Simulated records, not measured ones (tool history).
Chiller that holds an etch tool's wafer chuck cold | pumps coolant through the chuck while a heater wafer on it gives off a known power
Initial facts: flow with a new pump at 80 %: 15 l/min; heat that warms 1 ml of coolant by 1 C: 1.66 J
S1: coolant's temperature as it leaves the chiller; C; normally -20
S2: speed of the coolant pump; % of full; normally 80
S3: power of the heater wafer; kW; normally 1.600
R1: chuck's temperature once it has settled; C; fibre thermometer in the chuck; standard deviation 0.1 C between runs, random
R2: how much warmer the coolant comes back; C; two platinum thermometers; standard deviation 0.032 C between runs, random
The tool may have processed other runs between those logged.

run	day	S1	S2	S3	R1	R2
1	0.000	-20	80	1.600	-0.3	3.88
2	2.758	-20	80	1.600	-0.1	3.89
3	4.167	-20	92	1.600	-1.9	3.36
4	6.046	-20	83	1.600	-0.6	3.72
5	7.650	-20	83	1.600	-0.7	3.71
6	9.304	-20	80	1.600	-0.2	3.90
7	10.600	-20	80	1.600	-0.1	3.85
8	12.371	-20	77	1.600	0.5	4.08
# day 12.758: coolant pump overhauled
9	15.504	-11	80	1.600	9.1	3.91
10	17.312	-11	82	1.600	8.7	3.79
11	19.408	-17	94	1.428	-0.8	2.92
12	21.492	-17	94	1.428	-0.8	2.95
# day 23.654: coolant pump overhauled, once more
13	23.825	-15	76	1.399	3.2	3.52
14	26.746	-14	74	1.399	4.5	3.65
15	28.517	-14	84	1.399	2.7	3.20
16	30.725	-14	84	1.399	2.8	3.22

Below are 4 alternative next runs, each starting from the tool's condition after run 16. Predict each:
A	32.046	-20	79	1.941	?	?
B	32.046	-26	68	0.830	?	?
C	32.046	-18	61	1.973	?	?
D	32.046	-21	93	1.399	?	?

run	R1	R2
A	4.5	4.76
B	-14.4	2.38
C	11.7	6.35
D	-5.1	2.88
The same runs, with their run-to-run variation unchanged, on a tool lacking any hidden condition would have given:
run	R1	R2
A	1.7	4.75
B	-15.6	2.38
C	8.3	6.35
D	-6.9	2.88

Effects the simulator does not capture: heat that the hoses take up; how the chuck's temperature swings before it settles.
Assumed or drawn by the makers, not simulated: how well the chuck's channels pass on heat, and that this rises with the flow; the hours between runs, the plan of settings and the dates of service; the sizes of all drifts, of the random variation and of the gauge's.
